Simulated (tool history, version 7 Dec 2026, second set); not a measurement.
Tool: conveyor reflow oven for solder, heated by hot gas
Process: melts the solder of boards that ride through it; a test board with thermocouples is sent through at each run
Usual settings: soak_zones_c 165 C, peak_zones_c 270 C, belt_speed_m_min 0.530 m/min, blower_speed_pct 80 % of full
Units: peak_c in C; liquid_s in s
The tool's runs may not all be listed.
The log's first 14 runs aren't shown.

{"run": 15, "hour": 820.3, "soak_zones_c": 150, "peak_zones_c": 270, "belt_speed_m_min": 0.463, "blower_speed_pct": 80, "peak_c": 260.39, "liquid_s": 60.7}
{"run": 16, "hour": 899.9, "soak_zones_c": 165, "peak_zones_c": 270, "belt_speed_m_min": 0.53, "blower_speed_pct": 80, "peak_c": 258.01, "liquid_s": 54.4}
{"run": 17, "hour": 973.9, "soak_zones_c": 165, "peak_zones_c": 270, "belt_speed_m_min": 0.53, "blower_speed_pct": 80, "peak_c": 257.87, "liquid_s": 54.4}
{"run": 18, "hour": 1056.7, "soak_zones_c": 165, "peak_zones_c": 270, "belt_speed_m_min": 0.53, "blower_speed_pct": 55, "peak_c": 253.92, "liquid_s": 50.9}
{"run": 19, "hour": 1108.5, "soak_zones_c": 165, "peak_zones_c": 270, "belt_speed_m_min": 0.53, "blower_speed_pct": 76, "peak_c": 257.35, "liquid_s": 53.8}
{"hour": 1136.1, "done": "flux residue cleaned out of gas plates and filters"}
{"run": 20, "hour": 1168.3, "soak_zones_c": 166, "peak_zones_c": 283, "belt_speed_m_min": 0.532, "blower_speed_pct": 64, "peak_c": 268.17, "liquid_s": 58.6}
{"run": 21, "hour": 1206.6, "soak_zones_c": 166, "peak_zones_c": 283, "belt_speed_m_min": 0.454, "blower_speed_pct": 66, "peak_c": 272.73, "liquid_s": 71.7}
{"run": 22, "hour": 1278.8, "soak_zones_c": 159, "peak_zones_c": 270, "belt_speed_m_min": 0.53, "blower_speed_pct": 80, "peak_c": 257.53, "liquid_s": 52.7}
{"run": 23, "hour": 1359.5, "soak_zones_c": 159, "peak_zones_c": 270, "belt_speed_m_min": 0.53, "blower_speed_pct": 80, "peak_c": 257.23, "liquid_s": 52.5}
{"run": 24, "hour": 1410.1, "soak_zones_c": 159, "peak_zones_c": 270, "belt_speed_m_min": 0.53, "blower_speed_pct": 80, "peak_c": 257.25, "liquid_s": 52.5}
{"run": 25, "hour": 1480.1, "soak_zones_c": 159, "peak_zones_c": 270, "belt_speed_m_min": 0.473, "blower_speed_pct": 51, "peak_c": 255.54, "liquid_s": 57.5}
{"hour": 1531.8, "done": "flux residue cleaned out of gas plates and filters"}
{"run": 26, "hour": 1574.4, "soak_zones_c": 159, "peak_zones_c": 270, "belt_speed_m_min": 0.473, "blower_speed_pct": 51, "peak_c": 256.15, "liquid_s": 57.9}
{"run": 27, "hour": 1660.7, "soak_zones_c": 159, "peak_zones_c": 270, "belt_speed_m_min": 0.473, "blower_speed_pct": 51, "peak_c": 255.88, "liquid_s": 58.1}
{"hour": 1714.1, "done": "thermocouples of zones 6 and 7 changed"}
{"run": 28, "hour": 1723.9, "soak_zones_c": 171, "peak_zones_c": 274, "belt_speed_m_min": 0.485, "blower_speed_pct": 80, "peak_c": 265.0, "liquid_s": 65.8}
{"hour": 1787.9, "done": "belt drive overhauled, speed set with a stopwatch"}
{"run": 29, "hour": 1795.1, "soak_zones_c": 176, "peak_zones_c": 270, "belt_speed_m_min": 0.425, "blower_speed_pct": 80, "peak_c": 263.65, "liquid_s": 74.3}
{"run": 30, "hour": 1850.5, "soak_zones_c": 176, "peak_zones_c": 270, "belt_speed_m_min": 0.425, "blower_speed_pct": 80, "peak_c": 263.54, "liquid_s": 74.2}
{"hour": 1932.2, "done": "flux residue cleaned out of gas plates and filters"}
{"run": 31, "hour": 1945.0, "soak_zones_c": 165, "peak_zones_c": 270, "belt_speed_m_min": 0.53, "blower_speed_pct": 66, "peak_c": 255.97, "liquid_s": 51.6}

3 ways to go on from here, each from the tool as it stands after run 31. What would each give?
{"run": "A", "hour": 1982.5, "soak_zones_c": 165, "peak_zones_c": 274, "belt_speed_m_min": 0.53, "blower_speed_pct": 80, "peak_c": "?", "liquid_s": "?"}
{"run": "B", "hour": 1982.5, "soak_zones_c": 153, "peak_zones_c": 285, "belt_speed_m_min": 0.53, "blower_speed_pct": 66, "peak_c": "?", "liquid_s": "?"}
{"run": "C", "hour": 1982.5, "soak_zones_c": 151, "peak_zones_c": 280, "belt_speed_m_min": 0.53, "blower_speed_pct": 80, "peak_c": "?", "liquid_s": "?"}

run=A peak_c=261.72 liquid_s=54.6
run=B peak_c=267.99 liquid_s=54.4
run=C peak_c=265.51 liquid_s=53.3
Without the tool's hidden state the same runs would have given:
run=A peak_c=262.43 liquid_s=54.8
run=B peak_c=268.71 liquid_s=54.6
run=C peak_c=266.26 liquid_s=53.5

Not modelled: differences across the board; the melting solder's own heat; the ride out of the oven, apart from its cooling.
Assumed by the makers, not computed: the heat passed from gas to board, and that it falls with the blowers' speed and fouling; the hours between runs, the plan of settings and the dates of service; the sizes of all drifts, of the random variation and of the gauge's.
